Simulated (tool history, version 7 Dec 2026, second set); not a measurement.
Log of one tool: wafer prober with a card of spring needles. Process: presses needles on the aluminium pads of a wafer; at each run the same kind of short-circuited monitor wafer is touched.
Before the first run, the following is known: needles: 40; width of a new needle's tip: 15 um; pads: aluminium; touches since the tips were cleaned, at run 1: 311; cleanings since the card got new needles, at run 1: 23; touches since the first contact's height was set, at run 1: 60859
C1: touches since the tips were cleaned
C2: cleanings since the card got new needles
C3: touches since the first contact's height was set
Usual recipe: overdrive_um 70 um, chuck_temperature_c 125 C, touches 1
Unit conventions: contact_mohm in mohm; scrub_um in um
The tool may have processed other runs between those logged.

{"run": 1, "hour": 0.0, "overdrive_um": 70, "chuck_temperature_c": 125, "touches": 1, "C1": 311, "C2": 23, "C3": 60859, "contact_mohm": 138, "scrub_um": 9.8}
{"hour": 7.6, "done": "tips cleaned on abrasive film"}
{"run": 2, "hour": 12.7, "overdrive_um": 70, "chuck_temperature_c": 125, "touches": 1, "C1": 1332, "C2": 24, "C3": 64143, "contact_mohm": 163, "scrub_um": 9.5}
{"hour": 17.3, "done": "tips cleaned on abrasive film"}
{"run": 3, "hour": 22.7, "overdrive_um": 70, "chuck_temperature_c": 125, "touches": 1, "C1": 1393, "C2": 25, "C3": 66715, "contact_mohm": 161, "scrub_um": 9.7}
{"hour": 26.3, "done": "tips cleaned on abrasive film"}
{"run": 4, "hour": 30.7, "overdrive_um": 70, "chuck_temperature_c": 125, "touches": 2, "C1": 1142, "C2": 26, "C3": 68775, "contact_mohm": 143, "scrub_um": 9.62}
{"hour": 35.4, "done": "tips cleaned on abrasive film"}
{"run": 5, "hour": 37.4, "overdrive_um": 70, "chuck_temperature_c": 125, "touches": 1, "C1": 540, "C2": 27, "C3": 70514, "contact_mohm": 143, "scrub_um": 9.71}
{"hour": 44.9, "done": "tips cleaned on abrasive film"}
{"run": 6, "hour": 48.0, "overdrive_um": 77, "chuck_temperature_c": 125, "touches": 1, "C1": 798, "C2": 28, "C3": 73234, "contact_mohm": 140, "scrub_um": 10.58}
{"hour": 53.9, "done": "tips cleaned on abrasive film"}
{"run": 7, "hour": 54.7, "overdrive_um": 70, "chuck_temperature_c": 125, "touches": 2, "C1": 230, "C2": 29, "C3": 74977, "contact_mohm": 130, "scrub_um": 9.61}
{"run": 8, "hour": 61.3, "overdrive_um": 70, "chuck_temperature_c": 125, "touches": 2, "C1": 1941, "C2": 29, "C3": 76688, "contact_mohm": 153, "scrub_um": 9.45}
{"hour": 62.8, "done": "tips cleaned on abrasive film"}
{"run": 9, "hour": 70.6, "overdrive_um": 70, "chuck_temperature_c": 125, "touches": 2, "C1": 2013, "C2": 30, "C3": 79074, "contact_mohm": 158, "scrub_um": 9.77}
{"hour": 72.5, "done": "tips cleaned on abrasive film"}
{"run": 10, "hour": 78.9, "overdrive_um": 70, "chuck_temperature_c": 125, "touches": 2, "C1": 1672, "C2": 31, "C3": 81232, "contact_mohm": 152, "scrub_um": 9.6}
{"hour": 81.9, "done": "tips cleaned on abrasive film"}
{"run": 11, "hour": 87.1, "overdrive_um": 70, "chuck_temperature_c": 125, "touches": 2, "C1": 1363, "C2": 32, "C3": 83331, "contact_mohm": 147, "scrub_um": 9.57}
{"hour": 90.7, "done": "tips cleaned on abrasive film"}
{"hour": 100.1, "done": "tips cleaned on abrasive film"}
{"run": 12, "hour": 101.7, "overdrive_um": 70, "chuck_temperature_c": 125, "touches": 1, "C1": 420, "C2": 34, "C3": 87084, "contact_mohm": 140, "scrub_um": 9.52}
{"hour": 109.8, "done": "tips cleaned on abrasive film"}
{"run": 13, "hour": 110.9, "overdrive_um": 70, "chuck_temperature_c": 125, "touches": 1, "C1": 303, "C2": 35, "C3": 89472, "contact_mohm": 136, "scrub_um": 9.52}
{"hour": 119.3, "done": "tips cleaned on abrasive film"}
{"run": 14, "hour": 120.2, "overdrive_um": 70, "chuck_temperature_c": 98, "touches": 1, "C1": 235, "C2": 36, "C3": 91852, "contact_mohm": 133, "scrub_um": 9.44}
{"hour": 128.1, "done": "tips cleaned on abrasive film"}
{"run": 15, "hour": 133.5, "overdrive_um": 70, "chuck_temperature_c": 98, "touches": 1, "C1": 1389, "C2": 37, "C3": 95289, "contact_mohm": 165, "scrub_um": 9.46}
{"hour": 134.6, "done": "height of the first contact set anew"}
{"hour": 138.0, "done": "tips cleaned on abrasive film"}
{"run": 16, "hour": 141.5, "overdrive_um": 70, "chuck_temperature_c": 98, "touches": 1, "C1": 935, "C2": 38, "C3": 1784, "contact_mohm": 155, "scrub_um": 9.3}
{"hour": 147.6, "done": "tips cleaned on abrasive film"}
{"run": 17, "hour": 149.6, "overdrive_um": 70, "chuck_temperature_c": 98, "touches": 1, "C1": 508, "C2": 39, "C3": 3854, "contact_mohm": 146, "scrub_um": 9.42}
{"hour": 156.6, "done": "tips cleaned on abrasive film"}
{"run": 18, "hour": 157.9, "overdrive_um": 53, "chuck_temperature_c": 98, "touches": 1, "C1": 346, "C2": 40, "C3": 6001, "contact_mohm": 152, "scrub_um": 6.96}
{"hour": 166.6, "done": "tips cleaned on abrasive film"}
{"run": 19, "hour": 167.9, "overdrive_um": 71, "chuck_temperature_c": 96, "touches": 1, "C1": 328, "C2": 41, "C3": 8570, "contact_mohm": 136, "scrub_um": 9.4}
{"hour": 175.9, "done": "tips cleaned on abrasive film"}
{"run": 20, "hour": 178.6, "overdrive_um": 70, "chuck_temperature_c": 42, "touches": 3, "C1": 709, "C2": 42, "C3": 11351, "contact_mohm": 124, "scrub_um": 9.34}
{"hour": 184.8, "done": "tips cleaned on abrasive film"}
{"hour": 193.1, "done": "height of the first contact set anew, once more"}
{"run": 21, "hour": 193.5, "overdrive_um": 70, "chuck_temperature_c": 42, "touches": 3, "C1": 2185, "C2": 43, "C3": 105, "contact_mohm": 135, "scrub_um": 9.99}
{"hour": 194.8, "done": "tips cleaned on abrasive film"}
{"hour": 203.8, "done": "tips cleaned on abrasive film"}
{"run": 22, "hour": 207.4, "overdrive_um": 63, "chuck_temperature_c": 125, "touches": 1, "C1": 934, "C2": 45, "C3": 3680, "contact_mohm": 164, "scrub_um": 8.77}
{"hour": 212.8, "done": "tips cleaned on abrasive film"}
{"run": 23, "hour": 216.9, "overdrive_um": 68, "chuck_temperature_c": 125, "touches": 3, "C1": 1051, "C2": 46, "C3": 6132, "contact_mohm": 138, "scrub_um": 9.57}
{"hour": 222.0, "done": "tips cleaned on abrasive film"}
{"run": 24, "hour": 230.0, "overdrive_um": 55, "chuck_temperature_c": 40, "touches": 1, "C1": 2093, "C2": 47, "C3": 9528, "contact_mohm": 207, "scrub_um": 7.73}
{"hour": 231.3, "done": "tips cleaned on abrasive film"}
{"run": 25, "hour": 238.1, "overdrive_um": 69, "chuck_temperature_c": 47, "touches": 1, "C1": 1774, "C2": 48, "C3": 11619, "contact_mohm": 169, "scrub_um": 9.69}
{"hour": 240.7, "done": "tips cleaned on abrasive film"}
{"run": 26, "hour": 248.5, "overdrive_um": 90, "chuck_temperature_c": 94, "touches": 1, "C1": 2046, "C2": 49, "C3": 14311, "contact_mohm": 147, "scrub_um": 12.54}
{"hour": 250.4, "done": "tips cleaned on abrasive film"}
{"hour": 259.5, "done": "tips cleaned on abrasive film"}
{"run": 27, "hour": 259.5, "overdrive_um": 52, "chuck_temperature_c": 125, "touches": 1, "C1": 0, "C2": 51, "C3": 17109, "contact_mohm": 138, "scrub_um": 7.34}
{"run": 28, "hour": 266.7, "overdrive_um": 70, "chuck_temperature_c": 54, "touches": 3, "C1": 1880, "C2": 51, "C3": 18989, "contact_mohm": 137, "scrub_um": 9.75}
{"hour": 268.4, "done": "tips cleaned on abrasive film"}
{"hour": 277.2, "done": "tips cleaned on abrasive film"}
{"run": 29, "hour": 281.6, "overdrive_um": 77, "chuck_temperature_c": 125, "touches": 1, "C1": 1144, "C2": 53, "C3": 22834, "contact_mohm": 151, "scrub_um": 10.96}
{"hour": 287.0, "done": "tips cleaned on abrasive film"}
{"run": 30, "hour": 295.5, "overdrive_um": 75, "chuck_temperature_c": 39, "touches": 2, "C1": 2225, "C2": 54, "C3": 26428, "contact_mohm": 144, "scrub_um": 10.47}
{"hour": 296.8, "done": "tips cleaned on abrasive film"}
{"run": 31, "hour": 302.5, "overdrive_um": 82, "chuck_temperature_c": 73, "touches": 2, "C1": 1509, "C2": 55, "C3": 28236, "contact_mohm": 137, "scrub_um": 11.48}

What if the next run were any one of these 3? Each begins from the tool's condition after run 31:
{"hour": 306.7, "done": "tips cleaned on abrasive film"}
{"run": "A", "hour": 309.6, "overdrive_um": 86, "chuck_temperature_c": 110, "touches": 2, "C1": 761, "C2": 56, "C3": 30059, "contact_mohm": "?", "scrub_um": "?"}
{"hour": 306.7, "done": "tips cleaned on abrasive film"}
{"run": "B", "hour": 309.6, "overdrive_um": 87, "chuck_temperature_c": 51, "touches": 1, "C1": 761, "C2": 56, "C3": 30059, "contact_mohm": "?", "scrub_um": "?"}
{"hour": 306.7, "done": "tips cleaned on abrasive film"}
{"run": "C", "hour": 309.6, "overdrive_um": 55, "chuck_temperature_c": 64, "touches": 1, "C1": 761, "C2": 56, "C3": 30059, "contact_mohm": "?", "scrub_um": "?"}

run=A contact_mohm=130 scrub_um=11.97
run=B contact_mohm=133 scrub_um=12.12
run=C contact_mohm=164 scrub_um=7.68
The same runs, with their run-to-run variation unchanged, on a tool lacking any hidden condition would have given:
run=A contact_mohm=117 scrub_um=12.09
run=B contact_mohm=111 scrub_um=12.25
run=C contact_mohm=116 scrub_um=7.80

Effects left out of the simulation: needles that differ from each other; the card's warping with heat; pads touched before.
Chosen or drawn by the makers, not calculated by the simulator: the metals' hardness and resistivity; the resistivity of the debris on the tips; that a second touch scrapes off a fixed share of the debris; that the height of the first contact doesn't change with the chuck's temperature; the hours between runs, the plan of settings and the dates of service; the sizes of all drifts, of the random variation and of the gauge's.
